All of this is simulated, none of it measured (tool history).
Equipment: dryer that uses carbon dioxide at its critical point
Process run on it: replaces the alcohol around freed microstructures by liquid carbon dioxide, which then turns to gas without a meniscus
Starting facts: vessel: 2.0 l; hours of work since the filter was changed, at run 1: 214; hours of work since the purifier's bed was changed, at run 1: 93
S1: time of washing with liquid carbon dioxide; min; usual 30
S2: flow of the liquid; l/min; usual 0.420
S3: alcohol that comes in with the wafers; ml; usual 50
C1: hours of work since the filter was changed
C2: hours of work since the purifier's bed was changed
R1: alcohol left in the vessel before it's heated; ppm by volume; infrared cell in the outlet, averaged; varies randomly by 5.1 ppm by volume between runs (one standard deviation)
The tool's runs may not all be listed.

Run 1, hour 0.0: usual settings; C1 214; C2 93. Result: R1 127 ppm by volume.
Run 2, hour 10.8: usual settings; C1 220; C2 99. Result: R1 140 ppm by volume.
Run 3, hour 16.3: usual settings; C1 222; C2 102. Result: R1 141 ppm by volume.
Run 4, hour 26.5: usual settings; C1 228; C2 107. Result: R1 152 ppm by volume.
Run 5, hour 33.3: usual settings; C1 231; C2 111. Result: R1 141 ppm by volume.
Run 6, hour 43.4: usual settings; C1 237; C2 116. Result: R1 144 ppm by volume.
Run 7, hour 51.6: usual settings; C1 241; C2 121. Result: R1 156 ppm by volume.
Run 8, hour 57.8: usual settings but S3 73 ml; C1 244; C2 124. Result: R1 214 ppm by volume.
Run 9, hour 65.4: usual settings but S3 73 ml; C1 248; C2 128. Result: R1 217 ppm by volume.
Run 10, hour 73.8: usual settings but S2 0.661 l/min; C1 253; C2 132. Result: R1 23 ppm by volume.
Run 11, hour 81.4: usual settings but S2 0.661 l/min; C1 257; C2 137. Result: R1 25 ppm by volume.
Run 12, hour 92.0: usual settings but S2 0.277 l/min; C1 263; C2 142. Result: R1 882 ppm by volume.
Run 13, hour 101.0: usual settings but S3 92 ml; C1 267; C2 147. Result: R1 290 ppm by volume.
Run 14, hour 108.3: usual settings; C1 271; C2 151. Result: R1 168 ppm by volume.
Run 15, hour 116.8: usual settings; C1 276; C2 155. Result: R1 167 ppm by volume.
Run 16, hour 126.4: usual settings but S2 0.404 l/min; C1 281; C2 160. Result: R1 201 ppm by volume.
Run 17, hour 131.0: usual settings but S2 0.432 l/min; C1 283; C2 163. Result: R1 144 ppm by volume.
At hour 138.9: inlet filter changed.
Run 18, hour 140.5: usual settings but S1 26 min, S2 0.268 l/min, S3 54 ml; C1 1; C2 167. Result: R1 1039 ppm by volume.

Estimate the outcome of run 19 from the log above:
Run 19, hour 146.0: usual settings but S1 18 min, S2 0.514 l/min, S3 54 ml; C1 4; C2 170. Result: R1 ?.

For run 19 the tool returned R1 355 ppm by volume.
With no hidden state in the tool, this same run would have given R1 332 ppm by volume.

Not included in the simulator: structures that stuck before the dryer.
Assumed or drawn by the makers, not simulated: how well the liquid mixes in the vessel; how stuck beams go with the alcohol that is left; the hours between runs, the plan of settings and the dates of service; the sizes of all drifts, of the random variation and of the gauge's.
